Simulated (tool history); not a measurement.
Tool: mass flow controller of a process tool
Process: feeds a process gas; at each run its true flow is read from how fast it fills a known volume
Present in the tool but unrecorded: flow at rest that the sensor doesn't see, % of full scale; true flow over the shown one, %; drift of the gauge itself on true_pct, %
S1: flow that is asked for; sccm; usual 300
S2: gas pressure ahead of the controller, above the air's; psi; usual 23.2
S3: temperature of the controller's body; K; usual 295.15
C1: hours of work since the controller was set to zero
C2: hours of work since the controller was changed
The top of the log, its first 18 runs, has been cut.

{"run": 19, "hour": 1213.5, "S1": 345, "S2": 30.9, "S3": 306.15, "C1": 516, "C2": 516, "true flow (%)": 99.24}
{"run": 20, "hour": 1276.1, "S1": 345, "S2": 30.9, "S3": 306.15, "C1": 539, "C2": 539, "true flow (%)": 99.44}
{"run": 21, "hour": 1354.7, "S1": 345, "S2": 30.9, "S3": 306.15, "C1": 568, "C2": 568, "true flow (%)": 99.32}
{"run": 22, "hour": 1411.7, "S1": 192, "S2": 23.2, "S3": 295.15, "C1": 590, "C2": 590, "true flow (%)": 98.16}
{"run": 23, "hour": 1462.8, "S1": 192, "S2": 23.2, "S3": 295.15, "C1": 609, "C2": 609, "true flow (%)": 97.99}
{"run": 24, "hour": 1512.2, "S1": 192, "S2": 23.2, "S3": 295.15, "C1": 627, "C2": 627, "true flow (%)": 98.07}
{"run": 25, "hour": 1558.2, "S1": 80, "S2": 31.5, "S3": 300.15, "C1": 644, "C2": 644, "true flow (%)": 97.25}
{"run": 26, "hour": 1641.9, "S1": 54, "S2": 22.5, "S3": 295.15, "C1": 675, "C2": 675, "true flow (%)": 97.05}
{"run": 27, "hour": 1681.6, "S1": 56, "S2": 35.8, "S3": 295.15, "C1": 690, "C2": 690, "true flow (%)": 96.61}
{"run": 28, "hour": 1754.5, "S1": 172, "S2": 38.3, "S3": 295.15, "C1": 717, "C2": 717, "true flow (%)": 97.46}
{"run": 29, "hour": 1797.1, "S1": 72, "S2": 23.2, "S3": 295.15, "C1": 733, "C2": 733, "true flow (%)": 97.29}
{"run": 30, "hour": 1846.5, "S1": 128, "S2": 21.2, "S3": 310.15, "C1": 751, "C2": 751, "true flow (%)": 98.36}
{"run": 31, "hour": 1918.3, "S1": 165, "S2": 21.2, "S3": 308.15, "C1": 777, "C2": 777, "true flow (%)": 98.48}

Forecast each of these 3 alternatives for the next run:
{"run": "A", "hour": 1996.2, "S1": 165, "S2": 33.9, "S3": 306.15, "C1": 806, "C2": 806, "true flow (%)": "?"}
{"run": "B", "hour": 1996.2, "S1": 257, "S2": 21.5, "S3": 308.15, "C1": 806, "C2": 806, "true flow (%)": "?"}
{"run": "C", "hour": 1996.2, "S1": 101, "S2": 28.3, "S3": 300.15, "C1": 806, "C2": 806, "true flow (%)": "?"}

run=A true_flow_(%)=97.98
run=B true_flow_(%)=99.14
run=C true_flow_(%)=97.53
Without the tool's hidden state the same runs would have given:
run=A true_flow_(%)=97.98
run=B true_flow_(%)=99.15
run=C true_flow_(%)=97.53
